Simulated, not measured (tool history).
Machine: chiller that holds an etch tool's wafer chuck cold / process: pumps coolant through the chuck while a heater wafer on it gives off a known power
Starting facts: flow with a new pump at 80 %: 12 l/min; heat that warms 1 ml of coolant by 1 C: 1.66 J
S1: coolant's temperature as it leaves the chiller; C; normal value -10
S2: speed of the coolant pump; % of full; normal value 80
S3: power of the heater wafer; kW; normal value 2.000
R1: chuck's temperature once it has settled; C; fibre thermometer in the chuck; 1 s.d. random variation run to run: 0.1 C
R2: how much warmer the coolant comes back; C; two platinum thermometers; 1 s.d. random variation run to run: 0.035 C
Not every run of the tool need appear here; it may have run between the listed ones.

Run 1, hour 0.0: usual settings. Result: R1 8.6 C, R2 5.98 C.
Run 2, hour 120.3: usual settings. Result: R1 8.4 C, R2 6.01 C.
Run 3, hour 234.9: usual settings. Result: R1 8.5 C, R2 6.07 C.
Run 4, hour 374.6: usual settings. Result: R1 8.5 C, R2 6.05 C.
Run 5, hour 571.8: usual settings but S2 66 % of full. Result: R1 11.9 C, R2 7.40 C.
Run 6, hour 727.5: usual settings but S2 66 % of full. Result: R1 11.9 C, R2 7.40 C.
Run 7, hour 841.7: usual settings but S2 66 % of full. Result: R1 11.9 C, R2 7.36 C.
Run 8, hour 952.9: usual settings but S2 66 % of full. Result: R1 11.8 C, R2 7.39 C.
Run 9, hour 1086.0: usual settings but S2 66 % of full. Result: R1 11.8 C, R2 7.35 C.
Run 10, hour 1253.9: usual settings but S1 -7 C. Result: R1 11.5 C, R2 6.04 C.
Run 11, hour 1479.2: usual settings but S1 -7 C. Result: R1 11.4 C, R2 6.07 C.
Run 12, hour 1579.2: usual settings. Result: R1 8.6 C, R2 5.98 C.
Run 13, hour 1675.6: usual settings. Result: R1 8.3 C, R2 6.04 C.
Run 14, hour 1803.8: usual settings. Result: R1 8.4 C, R2 6.04 C.
At hour 1995.4: chiller's thermometer calibrated.
Run 15, hour 2023.4: usual settings but S3 2.145 kW. Result: R1 9.8 C, R2 6.49 C.
Run 16, hour 2210.3: usual settings but S3 1.123 kW. Result: R1 0.4 C, R2 3.36 C.
Run 17, hour 2421.4: usual settings but S3 1.123 kW. Result: R1 0.5 C, R2 3.40 C.
Run 18, hour 2562.8: usual settings but S1 -9 C, S2 95 % of full, S3 2.553 kW. Result: R1 11.5 C, R2 6.40 C.
Run 19, hour 2751.9: usual settings but S2 86 % of full, S3 1.484 kW. Result: R1 3.0 C, R2 4.10 C.
Run 20, hour 2958.7: usual settings but S2 68 % of full. Result: R1 11.3 C, R2 7.13 C.
Run 21, hour 3168.5: usual settings but S2 68 % of full. Result: R1 11.2 C, R2 7.11 C.
Run 22, hour 3318.5: usual settings but S2 84 % of full, S3 1.085 kW. Result: R1 -0.4 C, R2 3.11 C.
Run 23, hour 3472.5: usual settings but S1 -14 C, S2 79 % of full, S3 1.085 kW. Result: R1 -3.9 C, R2 3.30 C.
Run 24, hour 3602.2: usual settings but S1 0 C, S2 85 % of full, S3 1.594 kW. Result: R1 14.1 C, R2 4.55 C.
Run 25, hour 3752.4: usual settings but S1 -3 C, S2 85 % of full, S3 1.594 kW. Result: R1 11.0 C, R2 4.48 C.
Run 26, hour 3960.7: usual settings but S1 -12 C. Result: R1 6.5 C, R2 6.03 C.
Run 27, hour 4177.8: usual settings but S1 -12 C. Result: R1 6.7 C, R2 6.03 C.
Run 28, hour 4362.2: usual settings but S1 -12 C, S2 76 % of full. Result: R1 7.2 C, R2 6.35 C.
Run 29, hour 4465.0: usual settings but S1 -2 C, S2 85 % of full, S3 1.696 kW. Result: R1 13.1 C, R2 4.86 C.
Run 30, hour 4679.6: usual settings but S1 -2 C, S2 95 % of full, S3 1.696 kW. Result: R1 11.6 C, R2 4.28 C.
Run 31, hour 4850.7: usual settings but S2 62 % of full. Result: R1 13.0 C, R2 7.84 C.
Run 32, hour 4982.5: usual settings but S2 62 % of full. Result: R1 13.1 C, R2 7.82 C.

3 options for the next run, each taken on its own from the tool as it stands now. Forecast them:
Run A, hour 5102.0: usual settings but S1 -18 C, S2 62 % of full. Result: R1 ?, R2 ?.
Run B, hour 5102.0: usual settings but S3 2.029 kW. Result: R1 ?, R2 ?.
Run C, hour 5102.0: usual settings but S2 94 % of full. Result: R1 ?, R2 ?.

run   R1    R2
  A  5.0  7.90
  B  8.6  6.09
  C  6.2  5.13
Take away the tool's hidden state, keep each run's random variation, and the runs would have read:
run   R1    R2
  A  4.9  7.89
  B  8.5  6.08
  C  6.2  5.13
